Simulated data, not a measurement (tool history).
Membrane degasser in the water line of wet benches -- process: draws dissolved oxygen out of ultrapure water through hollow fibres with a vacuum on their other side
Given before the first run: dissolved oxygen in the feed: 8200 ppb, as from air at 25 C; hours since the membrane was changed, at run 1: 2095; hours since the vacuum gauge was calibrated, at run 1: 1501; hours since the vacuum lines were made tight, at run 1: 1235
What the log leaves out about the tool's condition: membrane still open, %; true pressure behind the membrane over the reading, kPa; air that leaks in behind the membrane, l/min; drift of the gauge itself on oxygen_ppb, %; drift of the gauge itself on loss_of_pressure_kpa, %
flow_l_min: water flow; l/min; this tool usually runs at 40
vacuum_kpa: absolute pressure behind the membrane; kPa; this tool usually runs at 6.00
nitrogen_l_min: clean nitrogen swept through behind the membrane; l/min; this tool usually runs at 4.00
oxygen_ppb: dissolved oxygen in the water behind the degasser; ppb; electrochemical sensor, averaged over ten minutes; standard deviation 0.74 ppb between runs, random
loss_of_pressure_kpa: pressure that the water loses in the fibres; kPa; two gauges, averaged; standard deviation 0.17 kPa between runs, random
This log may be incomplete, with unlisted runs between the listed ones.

run	hour	flow_l_min	vacuum_kpa	nitrogen_l_min	hours since the membrane was changed	hours since the vacuum gauge was calibrated	hours since the vacuum lines were made tight	oxygen_ppb	loss_of_pressure_kpa
1	0.0	40	6.00	4.00	2095	1501	1235	69.2	27.82
2	56.6	40	6.00	4.00	2152	1558	1292	69.0	27.73
3	110.7	40	6.00	4.00	2206	1612	1346	70.1	27.58
4	166.8	40	12.24	4.00	2262	1668	1402	211.0	27.92
5	237.1	40	12.24	4.00	2332	1738	1472	214.4	27.80
6	295.8	27	6.00	5.94	2391	1797	1531	32.3	18.76
# hour 301.6: vacuum gauge calibrated
7	344.0	31	4.28	4.00	2438	42	1579	23.1	21.78
8	395.3	31	7.87	1.75	2490	94	1630	188.7	21.37
9	465.3	27	8.41	11.48	2560	164	1700	31.8	19.11
10	503.2	55	6.00	11.72	2598	202	1738	39.6	38.23

Table of differences, measured result less the result of that run with no hidden state. Run-to-run variation is the same in both. Gauge scatter possibly is not:
run	oxygen_ppb	loss_of_pressure_kpa
1	+1.6	+0.23
2	+1.6	+0.23
3	+1.7	+0.24
4	+1.9	+0.24
5	+1.9	+0.25
6	+0.9	+0.17
7	+2.2	+0.20
8	+4.7	+0.21
9	+0.8	+0.19
10	+1.8	+0.39
